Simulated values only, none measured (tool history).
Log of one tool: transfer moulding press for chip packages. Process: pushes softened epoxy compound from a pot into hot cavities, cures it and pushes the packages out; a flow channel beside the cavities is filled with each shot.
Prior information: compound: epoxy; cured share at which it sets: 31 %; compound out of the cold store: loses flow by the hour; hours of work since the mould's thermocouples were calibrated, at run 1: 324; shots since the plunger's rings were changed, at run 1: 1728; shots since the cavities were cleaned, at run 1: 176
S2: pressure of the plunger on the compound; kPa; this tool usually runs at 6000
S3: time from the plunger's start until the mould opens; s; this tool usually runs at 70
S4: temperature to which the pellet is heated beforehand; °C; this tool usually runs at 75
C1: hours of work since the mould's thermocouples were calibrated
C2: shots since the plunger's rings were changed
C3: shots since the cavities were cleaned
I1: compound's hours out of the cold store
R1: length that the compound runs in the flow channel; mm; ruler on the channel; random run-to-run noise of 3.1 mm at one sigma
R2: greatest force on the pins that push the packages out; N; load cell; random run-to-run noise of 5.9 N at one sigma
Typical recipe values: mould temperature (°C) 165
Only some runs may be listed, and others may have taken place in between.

run 1 day=0.000 | mould_temperature_(°C)=165 S2=6000 S3=70 S4=75 | C1=324 C2=1728 C3=176 | I1=44.0 | R1=509 R2=289
-- day=1.888 cavities cleaned with cleaning compound and waxed
run 2 day=3.754 | mould_temperature_(°C)=165 S2=6000 S3=70 S4=75 | C1=386 C2=3101 C3=694 | I1=32.0 | R1=534 R2=516
-- day=4.229 cavities cleaned with cleaning compound and waxed
-- day=6.538 cavities cleaned with cleaning compound and waxed
run 3 day=6.538 | mould_temperature_(°C)=165 S2=6000 S3=77 S4=75 | C1=431 C2=4089 C3=0 | I1=9.1 | R1=605 R2=209
-- day=7.942 plunger's sealing rings changed
-- day=9.096 cavities cleaned with cleaning compound and waxed
run 4 day=9.983 | mould_temperature_(°C)=161 S2=6000 S3=77 S4=75 | C1=486 C2=735 C3=330 | I1=23.7 | R1=603 R2=395
-- day=11.258 mould's thermocouples calibrated
-- day=11.562 cavities cleaned with cleaning compound and waxed
run 5 day=11.638 | mould_temperature_(°C)=161 S2=6000 S3=77 S4=75 | C1=5 C2=1295 C3=26 | I1=23.7 | R1=595 R2=245
-- day=13.717 cavities cleaned with cleaning compound and waxed
run 6 day=14.317 | mould_temperature_(°C)=161 S2=6000 S3=77 S4=75 | C1=49 C2=2269 C3=224 | I1=19.3 | R1=594 R2=352
-- day=15.888 cavities cleaned with cleaning compound and waxed
run 7 day=17.517 | mould_temperature_(°C)=165 S2=5530 S3=70 S4=75 | C1=102 C2=3435 C3=605 | I1=19.5 | R1=544 R2=422
-- day=18.062 cavities cleaned with cleaning compound and waxed
-- day=19.133 cavities cleaned with cleaning compound and waxed, once more
run 8 day=19.358 | mould_temperature_(°C)=165 S2=5530 S3=70 S4=75 | C1=131 C2=4073 C3=84 | I1=33.0 | R1=498 R2=268
-- day=20.917 plunger's sealing rings changed
-- day=21.471 cavities cleaned with cleaning compound and waxed
run 9 day=22.304 | mould_temperature_(°C)=165 S2=6000 S3=70 S4=75 | C1=178 C2=492 C3=309 | I1=43.5 | R1=527 R2=341
-- day=23.671 cavities cleaned with cleaning compound and waxed
run 10 day=23.967 | mould_temperature_(°C)=165 S2=6000 S3=70 S4=75 | C1=205 C2=1087 C3=109 | I1=8.7 | R1=641 R2=289
-- day=25.933 cavities cleaned with cleaning compound and waxed
run 11 day=26.254 | mould_temperature_(°C)=165 S2=6000 S3=70 S4=75 | C1=242 C2=1915 C3=119 | I1=21.2 | R1=583 R2=272
-- day=28.275 cavities cleaned with cleaning compound and waxed
run 12 day=29.204 | mould_temperature_(°C)=165 S2=6000 S3=70 S4=75 | C1=291 C2=2988 C3=346 | I1=10.2 | R1=616 R2=379
-- day=30.596 cavities cleaned with cleaning compound and waxed
run 13 day=32.117 | mould_temperature_(°C)=165 S2=6110 S3=70 S4=75 | C1=339 C2=4047 C3=565 | I1=28.5 | R1=546 R2=394
-- day=32.892 cavities cleaned with cleaning compound and waxed
-- day=33.717 plunger's sealing rings changed
-- day=35.175 cavities cleaned with cleaning compound and waxed
run 14 day=35.862 | mould_temperature_(°C)=165 S2=6110 S3=70 S4=75 | C1=398 C2=773 C3=255 | I1=25.5 | R1=593 R2=323
-- day=37.392 cavities cleaned with cleaning compound and waxed
run 15 day=38.888 | mould_temperature_(°C)=165 S2=6000 S3=72 S4=70 | C1=448 C2=1875 C3=555 | I1=31.6 | R1=555 R2=393
-- day=39.658 cavities cleaned with cleaning compound and waxed
-- day=41.962 cavities cleaned with cleaning compound and waxed
-- day=42.396 mould's thermocouples calibrated
run 16 day=42.454 | mould_temperature_(°C)=165 S2=6000 S3=70 S4=79 | C1=1 C2=3124 C3=153 | I1=47.4 | R1=485 R2=295
-- day=44.329 cavities cleaned with cleaning compound and waxed
run 17 day=44.421 | mould_temperature_(°C)=165 S2=6000 S3=70 S4=79 | C1=33 C2=3831 C3=34 | I1=10.9 | R1=601 R2=254
-- day=46.504 plunger's sealing rings changed
-- day=46.758 cavities cleaned with cleaning compound and waxed
run 18 day=46.858 | mould_temperature_(°C)=165 S2=6000 S3=70 S4=79 | C1=71 C2=109 C3=38 | I1=33.0 | R1=569 R2=237
-- day=48.925 cavities cleaned with cleaning compound and waxed
run 19 day=49.938 | mould_temperature_(°C)=165 S2=6000 S3=70 S4=74 | C1=122 C2=1229 C3=375 | I1=11.0 | R1=634 R2=368
-- day=51.092 cavities cleaned with cleaning compound and waxed
run 20 day=52.529 | mould_temperature_(°C)=165 S2=6000 S3=70 S4=74 | C1=165 C2=2169 C3=534 | I1=19.4 | R1=591 R2=394
-- day=53.408 cavities cleaned with cleaning compound and waxed
run 21 day=54.712 | mould_temperature_(°C)=165 S2=6000 S3=80 S4=75 | C1=200 C2=2958 C3=484 | I1=34.7 | R1=523 R2=330
-- day=55.658 cavities cleaned with cleaning compound and waxed
run 22 day=56.650 | mould_temperature_(°C)=167 S2=4580 S3=74 S4=81 | C1=232 C2=3655 C3=369 | I1=11.6 | R1=521 R2=312
-- day=58.029 cavities cleaned with cleaning compound and waxed
-- day=59.379 plunger's sealing rings changed
run 23 day=60.008 | mould_temperature_(°C)=167 S2=4540 S3=74 S4=69 | C1=286 C2=234 C3=697 | I1=41.0 | R1=468 R2=368
-- day=60.558 cavities cleaned with cleaning compound and waxed
run 24 day=61.788 | mould_temperature_(°C)=161 S2=6000 S3=70 S4=72 | C1=314 C2=872 C3=458 | I1=45.6 | R1=523 R2=474
-- day=62.717 cavities cleaned with cleaning compound and waxed
run 25 day=63.967 | mould_temperature_(°C)=165 S2=6000 S3=52 S4=75 | C1=350 C2=1659 C3=465 | I1=25.1 | R1=580 R2=801
-- day=65.083 cavities cleaned with cleaning compound and waxed
run 26 day=65.621 | mould_temperature_(°C)=158 S2=5820 S3=51 S4=83 | C1=377 C2=2250 C3=200 | I1=8.0 | R1=644 R2=1109

Each row is a separate what-if for the run after 26, all from the same tool condition, not one after another. Results?
-- day=67.288 cavities cleaned with cleaning compound and waxed
-- day=69.492 cavities cleaned with cleaning compound and waxed
run A day=69.492 | mould_temperature_(°C)=165 S2=6000 S3=52 S4=75 | C1=440 C2=3643 C3=0 | I1=12.7 | R1=? R2=?
-- day=67.288 cavities cleaned with cleaning compound and waxed
-- day=69.492 cavities cleaned with cleaning compound and waxed
run B day=69.492 | mould_temperature_(°C)=158 S2=5820 S3=51 S4=82 | C1=440 C2=3643 C3=0 | I1=44.2 | R1=? R2=?
-- day=67.288 cavities cleaned with cleaning compound and waxed
-- day=69.492 cavities cleaned with cleaning compound and waxed
run C day=69.492 | mould_temperature_(°C)=160 S2=5260 S3=70 S4=75 | C1=440 C2=3643 C3=0 | I1=33.9 | R1=? R2=?

run=A R1=598 R2=515
run=B R1=497 R2=690
run=C R1=502 R2=301
With no hidden state in the tool, these same runs would have given:
run=A R1=644 R2=489
run=B R1=535 R2=665
run=C R1=540 R2=285

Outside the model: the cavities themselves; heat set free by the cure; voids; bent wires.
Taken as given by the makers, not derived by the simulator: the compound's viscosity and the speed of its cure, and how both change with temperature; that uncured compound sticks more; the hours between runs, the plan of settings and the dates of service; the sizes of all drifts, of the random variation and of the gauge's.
